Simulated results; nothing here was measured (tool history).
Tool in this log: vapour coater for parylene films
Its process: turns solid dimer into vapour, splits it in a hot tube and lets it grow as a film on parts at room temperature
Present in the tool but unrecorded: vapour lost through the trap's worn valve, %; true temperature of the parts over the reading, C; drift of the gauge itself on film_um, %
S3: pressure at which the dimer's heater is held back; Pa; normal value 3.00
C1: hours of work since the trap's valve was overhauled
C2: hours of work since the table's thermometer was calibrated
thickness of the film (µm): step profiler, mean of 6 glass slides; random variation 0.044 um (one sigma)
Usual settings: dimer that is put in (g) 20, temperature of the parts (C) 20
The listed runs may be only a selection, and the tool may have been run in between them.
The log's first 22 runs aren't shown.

{"run": 23, "hour": 591.6, "dimer that is put in (g)": 20, "temperature of the parts (C)": 17, "S3": 3.0, "C1": 311, "C2": 945, "thickness of the film (µm)": 5.1}
{"run": 24, "hour": 610.1, "dimer that is put in (g)": 8, "temperature of the parts (C)": 16, "S3": 3.49, "C1": 320, "C2": 954, "thickness of the film (µm)": 2.1}
{"run": 25, "hour": 633.2, "dimer that is put in (g)": 8, "temperature of the parts (C)": 16, "S3": 3.49, "C1": 331, "C2": 966, "thickness of the film (µm)": 2.12}
{"run": 26, "hour": 653.1, "dimer that is put in (g)": 8, "temperature of the parts (C)": 16, "S3": 3.49, "C1": 341, "C2": 975, "thickness of the film (µm)": 2.09}
{"run": 27, "hour": 689.1, "dimer that is put in (g)": 8, "temperature of the parts (C)": 16, "S3": 3.49, "C1": 359, "C2": 993, "thickness of the film (µm)": 2.15}
{"run": 28, "hour": 705.1, "dimer that is put in (g)": 23, "temperature of the parts (C)": 16, "S3": 7.48, "C1": 367, "C2": 1001, "thickness of the film (µm)": 5.83}
{"run": 29, "hour": 726.3, "dimer that is put in (g)": 20, "temperature of the parts (C)": 26, "S3": 3.74, "C1": 377, "C2": 1011, "thickness of the film (µm)": 4.1}
{"run": 30, "hour": 754.4, "dimer that is put in (g)": 18, "temperature of the parts (C)": 19, "S3": 6.35, "C1": 391, "C2": 1025, "thickness of the film (µm)": 4.26}
{"run": 31, "hour": 783.8, "dimer that is put in (g)": 20, "temperature of the parts (C)": 30, "S3": 3.0, "C1": 405, "C2": 1040, "thickness of the film (µm)": 3.7}
{"hour": 817.1, "done": "trap's valve overhauled"}
{"run": 32, "hour": 821.3, "dimer that is put in (g)": 12, "temperature of the parts (C)": 15, "S3": 2.09, "C1": 2, "C2": 1056, "thickness of the film (µm)": 3.37}
{"run": 33, "hour": 851.8, "dimer that is put in (g)": 20, "temperature of the parts (C)": 24, "S3": 2.07, "C1": 17, "C2": 1071, "thickness of the film (µm)": 4.45}
{"run": 34, "hour": 870.7, "dimer that is put in (g)": 20, "temperature of the parts (C)": 24, "S3": 2.07, "C1": 26, "C2": 1080, "thickness of the film (µm)": 4.49}
{"run": 35, "hour": 905.5, "dimer that is put in (g)": 21, "temperature of the parts (C)": 27, "S3": 8.21, "C1": 43, "C2": 1097, "thickness of the film (µm)": 3.96}
{"run": 36, "hour": 934.6, "dimer that is put in (g)": 14, "temperature of the parts (C)": 25, "S3": 2.59, "C1": 58, "C2": 1112, "thickness of the film (µm)": 3.05}
{"run": 37, "hour": 959.4, "dimer that is put in (g)": 20, "temperature of the parts (C)": 20, "S3": 8.56, "C1": 70, "C2": 1124, "thickness of the film (µm)": 4.53}
{"run": 38, "hour": 975.0, "dimer that is put in (g)": 12, "temperature of the parts (C)": 20, "S3": 8.81, "C1": 78, "C2": 1131, "thickness of the film (µm)": 2.73}
{"run": 39, "hour": 999.6, "dimer that is put in (g)": 20, "temperature of the parts (C)": 13, "S3": 3.62, "C1": 90, "C2": 1144, "thickness of the film (µm)": 5.67}
{"run": 40, "hour": 1025.3, "dimer that is put in (g)": 20, "temperature of the parts (C)": 23, "S3": 3.0, "C1": 102, "C2": 1156, "thickness of the film (µm)": 4.53}
{"run": 41, "hour": 1045.8, "dimer that is put in (g)": 20, "temperature of the parts (C)": 23, "S3": 3.0, "C1": 112, "C2": 1166, "thickness of the film (µm)": 4.47}
{"run": 42, "hour": 1069.2, "dimer that is put in (g)": 33, "temperature of the parts (C)": 27, "S3": 4.27, "C1": 124, "C2": 1178, "thickness of the film (µm)": 6.5}

Expected results for the next run?
{"run": 43, "hour": 1089.8, "dimer that is put in (g)": 33, "temperature of the parts (C)": 27, "S3": 4.27, "C1": 134, "C2": 1188, "thickness of the film (µm)": "?"}

{"run 43": {"thickness of the film (µm)": 6.52}}
Had the tool carried no hidden state, the very same run would have given thickness of the film (µm) 6.53.

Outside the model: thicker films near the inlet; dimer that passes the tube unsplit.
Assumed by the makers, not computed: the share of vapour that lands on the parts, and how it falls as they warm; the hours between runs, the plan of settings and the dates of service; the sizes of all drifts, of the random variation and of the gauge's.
